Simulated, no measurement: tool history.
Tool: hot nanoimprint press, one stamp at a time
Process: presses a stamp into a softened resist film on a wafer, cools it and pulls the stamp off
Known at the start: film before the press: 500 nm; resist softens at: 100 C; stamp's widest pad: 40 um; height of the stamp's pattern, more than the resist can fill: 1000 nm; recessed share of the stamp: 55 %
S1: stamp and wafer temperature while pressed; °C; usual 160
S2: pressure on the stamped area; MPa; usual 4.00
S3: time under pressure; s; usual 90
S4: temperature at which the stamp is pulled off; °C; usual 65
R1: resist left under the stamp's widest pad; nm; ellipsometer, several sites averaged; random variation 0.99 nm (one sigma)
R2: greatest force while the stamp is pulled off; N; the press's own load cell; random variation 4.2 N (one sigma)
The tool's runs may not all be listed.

| run | day | S1 | S2 | S3 | S4 | R1 | R2 |
|---|---|---|---|---|---|---|---|
| 1 | 0.000 | 160 | 4.00 | 90 | 65 | 281.5 | 200 |
| 2 | 0.446 | 160 | 4.00 | 90 | 65 | 281.2 | 207 |
| 3 | 0.762 | 160 | 3.19 | 90 | 65 | 303.9 | 211 |
| 4 | 1.179 | 160 | 3.19 | 90 | 65 | 304.4 | 201 |
| 5 | 1.450 | 160 | 3.19 | 90 | 61 | 302.4 | 223 |
| 6 | 1.825 | 160 | 4.00 | 90 | 63 | 281.8 | 212 |
|  | 2.438 | stamp cleaned and given a new release coat |
| 7 | 2.558 | 160 | 4.00 | 90 | 54 | 282.2 | 246 |
| 8 | 2.954 | 160 | 4.00 | 90 | 54 | 282.6 | 231 |
| 9 | 3.217 | 160 | 4.00 | 90 | 54 | 279.7 | 231 |
| 10 | 3.650 | 160 | 4.04 | 90 | 65 | 279.7 | 207 |
| 11 | 3.896 | 160 | 4.04 | 90 | 65 | 280.5 | 200 |
| 12 | 4.367 | 160 | 4.20 | 90 | 65 | 275.3 | 207 |
| 13 | 4.821 | 160 | 4.20 | 90 | 65 | 277.5 | 207 |
| 14 | 5.188 | 160 | 4.20 | 90 | 65 | 276.5 | 205 |
| 15 | 5.633 | 160 | 4.20 | 90 | 65 | 274.6 | 201 |
| 16 | 5.992 | 165 | 3.83 | 90 | 53 | 240.3 | 235 |
| 17 | 6.396 | 165 | 3.83 | 90 | 53 | 240.2 | 246 |
| 18 | 6.771 | 165 | 3.83 | 51 | 53 | 292.8 | 239 |
| 19 | 7.088 | 165 | 3.83 | 51 | 53 | 290.8 | 247 |
| 20 | 7.304 | 160 | 4.00 | 57 | 65 | 325.1 | 213 |
| 21 | 7.546 | 151 | 2.73 | 63 | 67 | 429.4 | 192 |
| 22 | 7.879 | 160 | 2.83 | 90 | 51 | 315.0 | 246 |
| 23 | 8.275 | 160 | 2.83 | 90 | 51 | 315.3 | 248 |
| 24 | 8.758 | 160 | 4.44 | 117 | 65 | 247.8 | 203 |
| 25 | 9.042 | 171 | 3.08 | 61 | 68 | 245.7 | 198 |
| 26 | 9.458 | 171 | 3.81 | 61 | 68 | 225.0 | 197 |
| 27 | 9.788 | 171 | 3.81 | 156 | 72 | 152.6 | 185 |
| 28 | 10.158 | 160 | 4.00 | 90 | 65 | 281.6 | 199 |
| 29 | 10.433 | 160 | 4.00 | 170 | 65 | 222.4 | 202 |

Forecast each of these 5 alternatives for the next run:
| A | 10.929 | 160 | 3.46 | 67 | 52 | ? | ? |
| B | 10.929 | 160 | 4.00 | 46 | 65 | ? | ? |
| C | 10.929 | 154 | 4.00 | 97 | 55 | ? | ? |
| D | 10.929 | 160 | 5.21 | 52 | 70 | ? | ? |
| E | 10.929 | 160 | 4.95 | 170 | 62 | ? | ? |

| run | R1 | R2 |
|---|---|---|
| A | 323.5 | 241 |
| B | 344.6 | 204 |
| C | 336.2 | 242 |
| D | 305.0 | 194 |
| E | 202.8 | 226 |
Without the tool's hidden state the same runs would have given:
| run | R1 | R2 |
|---|---|---|
| A | 323.4 | 239 |
| B | 344.5 | 202 |
| C | 336.1 | 240 |
| D | 304.9 | 193 |
| E | 202.7 | 224 |
